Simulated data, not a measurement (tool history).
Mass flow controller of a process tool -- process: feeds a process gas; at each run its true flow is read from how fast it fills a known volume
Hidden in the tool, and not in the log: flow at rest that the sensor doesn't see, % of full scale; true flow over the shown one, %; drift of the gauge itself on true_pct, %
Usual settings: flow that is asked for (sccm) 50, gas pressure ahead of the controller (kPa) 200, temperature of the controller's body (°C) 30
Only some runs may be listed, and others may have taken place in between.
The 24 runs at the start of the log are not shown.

run	hour	flow that is asked for (sccm)	gas pressure ahead of the controller (kPa)	temperature of the controller's body (°C)	hours of work since the controller was set to zero	hours of work since the controller was changed	true flow (%)
25	2823.9	54	235	30	1200	1200	98.42
26	2940.1	54	235	30	1244	1244	98.48
27	3045.4	75	150	32	1285	1285	99.7
28	3136	75	150	31	1320	1320	99.6
29	3244.2	75	150	37	1361	1361	100.08
30	3356.7	22	238	26	1404	1404	96.49
31	3453.8	65	237	26	1442	1442	98.4
32	3578.3	39	200	30	1489	1489	97.87
33	3656.6	39	200	30	1520	1520	97.9
# hour 3666.9: controller's zero set anew
34	3821.6	49	200	28	59	1583	97.87
35	3899.3	50	185	25	89	1613	97.68
36	4010.2	10	193	30	132	1655	93.66
37	4135.4	41	197	30	180	1703	97.54
38	4297.2	41	199	30	242	1765	97.39
39	4428.2	47	243	22	292	1816	96.91
40	4513.7	47	146	22	325	1848	97.49
# hour 4557.3: controller's zero set anew, once more
41	4647.6	47	146	22	35	1900	98.39
42	4808.6	47	146	22	97	1962	98.36
43	4885.9	14	146	25	126	1991	97.93
44	5020.4	22	146	30	178	2043	98.26
45	5138.4	72	233	24	223	2088	98.39
46	5263.4	18	233	24	271	2136	96.9
47	5346.3	15	155	22	303	2168	97.21

3 options for the next run, each taken on its own from the tool as it stands now. Forecast them:
A	5441.2	35	153	34	339	2204	?
B	5441.2	67	160	22	339	2204	?
C	5441.2	54	200	21	339	2204	?

run	true flow (%)
A	98.7
B	98.72
C	97.97
With no hidden state in the tool, these same runs would have given:
run	true flow (%)
A	99.49
B	99.43
C	98.7
